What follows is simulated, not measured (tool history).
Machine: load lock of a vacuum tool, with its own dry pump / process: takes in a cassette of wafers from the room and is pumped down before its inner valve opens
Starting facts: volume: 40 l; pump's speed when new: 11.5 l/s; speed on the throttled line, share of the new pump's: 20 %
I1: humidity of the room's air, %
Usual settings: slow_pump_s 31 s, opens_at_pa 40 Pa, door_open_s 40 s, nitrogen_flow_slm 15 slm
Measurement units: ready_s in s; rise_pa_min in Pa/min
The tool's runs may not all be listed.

run 1 hour=0 | slow_pump_s=31 opens_at_pa=40 door_open_s=40 nitrogen_flow_slm=15 | I1=44.5 | ready_s=56.3 rise_pa_min=0.056
run 2 hour=63 | slow_pump_s=31 opens_at_pa=40 door_open_s=40 nitrogen_flow_slm=15 | I1=45.5 | ready_s=56 rise_pa_min=0.062
run 3 hour=130.6 | slow_pump_s=31 opens_at_pa=40 door_open_s=40 nitrogen_flow_slm=15 | I1=48.1 | ready_s=56 rise_pa_min=0.06
run 4 hour=229 | slow_pump_s=31 opens_at_pa=40 door_open_s=40 nitrogen_flow_slm=15 | I1=45.9 | ready_s=56.1 rise_pa_min=0.06
run 5 hour=296.5 | slow_pump_s=31 opens_at_pa=40 door_open_s=40 nitrogen_flow_slm=15 | I1=41.6 | ready_s=55.3 rise_pa_min=0.059
run 6 hour=342.3 | slow_pump_s=31 opens_at_pa=40 door_open_s=40 nitrogen_flow_slm=15 | I1=48.3 | ready_s=57.1 rise_pa_min=0.067
run 7 hour=413.2 | slow_pump_s=31 opens_at_pa=40 door_open_s=40 nitrogen_flow_slm=15 | I1=47.4 | ready_s=56.6 rise_pa_min=0.065
run 8 hour=488.7 | slow_pump_s=31 opens_at_pa=40 door_open_s=40 nitrogen_flow_slm=15 | I1=47.4 | ready_s=56.3 rise_pa_min=0.07
run 9 hour=549.1 | slow_pump_s=31 opens_at_pa=40 door_open_s=40 nitrogen_flow_slm=15 | I1=48.9 | ready_s=56.5 rise_pa_min=0.073
run 10 hour=632.6 | slow_pump_s=31 opens_at_pa=40 door_open_s=40 nitrogen_flow_slm=15 | I1=42.8 | ready_s=56.4 rise_pa_min=0.065
run 11 hour=699.3 | slow_pump_s=31 opens_at_pa=40 door_open_s=40 nitrogen_flow_slm=15 | I1=46.2 | ready_s=56.7 rise_pa_min=0.067
run 12 hour=758.2 | slow_pump_s=31 opens_at_pa=40 door_open_s=40 nitrogen_flow_slm=15 | I1=45.6 | ready_s=56.3 rise_pa_min=0.07
run 13 hour=855.5 | slow_pump_s=31 opens_at_pa=40 door_open_s=40 nitrogen_flow_slm=15 | I1=43.2 | ready_s=57.1 rise_pa_min=0.067
run 14 hour=954.8 | slow_pump_s=47 opens_at_pa=40 door_open_s=26 nitrogen_flow_slm=27 | I1=48 | ready_s=68.8 rise_pa_min=0.064
run 15 hour=1040.1 | slow_pump_s=47 opens_at_pa=40 door_open_s=49 nitrogen_flow_slm=10 | I1=47 | ready_s=69.9 rise_pa_min=0.085
run 16 hour=1089.1 | slow_pump_s=47 opens_at_pa=40 door_open_s=49 nitrogen_flow_slm=10 | I1=45.5 | ready_s=68.9 rise_pa_min=0.08
run 17 hour=1187.1 | slow_pump_s=30 opens_at_pa=40 door_open_s=40 nitrogen_flow_slm=24 | I1=42.5 | ready_s=56.1 rise_pa_min=0.067
run 18 hour=1271.8 | slow_pump_s=30 opens_at_pa=40 door_open_s=40 nitrogen_flow_slm=24 | I1=45.7 | ready_s=56.6 rise_pa_min=0.07
run 19 hour=1342.8 | slow_pump_s=30 opens_at_pa=40 door_open_s=40 nitrogen_flow_slm=24 | I1=45.7 | ready_s=56.5 rise_pa_min=0.072
run 20 hour=1390.4 | slow_pump_s=22 opens_at_pa=40 door_open_s=40 nitrogen_flow_slm=15 | I1=45.6 | ready_s=49.2 rise_pa_min=0.094
run 21 hour=1457.9 | slow_pump_s=22 opens_at_pa=40 door_open_s=40 nitrogen_flow_slm=15 | I1=48.4 | ready_s=50.2 rise_pa_min=0.081
run 22 hour=1526.4 | slow_pump_s=31 opens_at_pa=56 door_open_s=80 nitrogen_flow_slm=15 | I1=46.3 | ready_s=55.5 rise_pa_min=0.085
run 23 hour=1605.4 | slow_pump_s=31 opens_at_pa=56 door_open_s=80 nitrogen_flow_slm=15 | I1=43.6 | ready_s=55.5 rise_pa_min=0.087
run 24 hour=1661.7 | slow_pump_s=31 opens_at_pa=56 door_open_s=80 nitrogen_flow_slm=15 | I1=44.9 | ready_s=55.4 rise_pa_min=0.094

Branching from run 24: 4 alternative next runs. What would each branch give?
run A hour=1708.4 | slow_pump_s=31 opens_at_pa=51 door_open_s=80 nitrogen_flow_slm=5 | I1=46.7 | ready_s=? rise_pa_min=?
run B hour=1708.4 | slow_pump_s=31 opens_at_pa=56 door_open_s=42 nitrogen_flow_slm=15 | I1=46.5 | ready_s=? rise_pa_min=?
run C hour=1708.4 | slow_pump_s=31 opens_at_pa=40 door_open_s=40 nitrogen_flow_slm=24 | I1=43.6 | ready_s=? rise_pa_min=?
run D hour=1708.4 | slow_pump_s=26 opens_at_pa=61 door_open_s=80 nitrogen_flow_slm=15 | I1=45 | ready_s=? rise_pa_min=?

run=A ready_s=57 rise_pa_min=0.114
run=B ready_s=55.5 rise_pa_min=0.09
run=C ready_s=57.1 rise_pa_min=0.079
run=D ready_s=51.4 rise_pa_min=0.093
What these runs would have given with no unlogged condition in the tool:
run=A ready_s=52.2 rise_pa_min=0.06
run=B ready_s=50.9 rise_pa_min=0.037
run=C ready_s=52.2 rise_pa_min=0.025
run=D ready_s=46.7 rise_pa_min=0.04
